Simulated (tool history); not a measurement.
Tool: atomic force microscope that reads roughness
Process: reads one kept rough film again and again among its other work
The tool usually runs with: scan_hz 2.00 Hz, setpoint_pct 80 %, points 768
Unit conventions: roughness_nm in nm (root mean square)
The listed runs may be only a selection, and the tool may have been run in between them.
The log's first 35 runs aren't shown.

run	hour	scan_hz	setpoint_pct	points	pictures with this tip	hours of work since the height scale was calibrated	roughness_nm
36	699.0	1.13	55	442	158	648	2.490
# hour 710.6: new tip fitted
37	727.4	1.13	55	442	17	664	2.484
38	750.0	1.13	55	442	40	677	2.500
39	776.7	1.13	55	442	68	692	2.498
40	795.1	1.49	74	507	86	702	2.299
41	816.6	1.65	57	805	108	714	2.467
42	834.9	1.12	76	768	127	725	2.346
43	853.6	1.12	76	768	146	735	2.343
# hour 878.0: new tip fitted
44	884.0	1.88	62	768	7	752	2.435
45	906.2	3.15	80	971	29	765	1.928
46	922.3	2.00	68	768	46	774	2.329
47	946.3	2.00	68	768	70	788	2.313
48	963.9	2.00	68	768	88	798	2.303
49	980.3	2.00	68	768	105	807	2.323
50	993.8	1.21	82	768	119	815	2.274

Consider 5 possible next runs. They are alternatives, not a sequence: every one starts from the tool as it was left by run 50. What does each give?
A	1012.4	3.37	85	593	138	825	?
B	1012.4	1.63	82	737	138	825	?
C	1012.4	1.66	82	327	138	825	?
D	1012.4	0.92	86	768	138	825	?
E	1012.4	0.63	72	768	138	825	?

run	roughness_nm
A	1.760
B	2.170
C	2.113
D	2.264
E	2.493
Without the tool's hidden state the same runs would have given:
run	roughness_nm
A	1.767
B	2.179
C	2.121
D	2.274
E	2.503
